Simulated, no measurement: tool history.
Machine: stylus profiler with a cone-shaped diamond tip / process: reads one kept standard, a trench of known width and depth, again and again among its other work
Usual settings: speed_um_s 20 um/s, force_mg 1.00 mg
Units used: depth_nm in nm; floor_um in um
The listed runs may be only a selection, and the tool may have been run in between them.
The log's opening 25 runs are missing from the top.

run,day,speed_um_s,force_mg,depth_nm,floor_um
26,11.546,39,0.71,100.33,17.92
27,12.175,43,0.60,100.31,17.90
28,12.550,20,0.43,100.18,18.09
29,13.058,13,2.88,101.36,18.28
30,13.496,13,2.88,101.31,18.26
31,13.925,13,2.88,101.30,18.31
32,14.512,13,2.88,101.35,18.28
33,14.954,13,2.88,101.41,18.21
34,15.396,13,2.88,101.46,18.20
35,15.679,31,1.68,100.75,18.12
36,16.029,51,1.36,100.71,17.96
37,16.446,6,1.09,100.43,18.26
38,16.871,13,0.41,100.00,18.20
39,17.158,13,0.41,100.02,18.10
40,17.771,18,0.41,100.00,18.07
41,18.417,39,0.41,99.89,17.77
42,18.708,39,0.41,100.00,17.76
43,19.192,66,2.54,101.10,17.93

Run 44, settings as shown, results not yet in. Your forecast:
44,19.608,60,1.83,?,?

depth_nm: 100.76 nm
floor_um: 17.91 um
Had the tool carried no hidden state, the very same run would have given depth_nm 101.23 nm, floor_um 18.38 um.

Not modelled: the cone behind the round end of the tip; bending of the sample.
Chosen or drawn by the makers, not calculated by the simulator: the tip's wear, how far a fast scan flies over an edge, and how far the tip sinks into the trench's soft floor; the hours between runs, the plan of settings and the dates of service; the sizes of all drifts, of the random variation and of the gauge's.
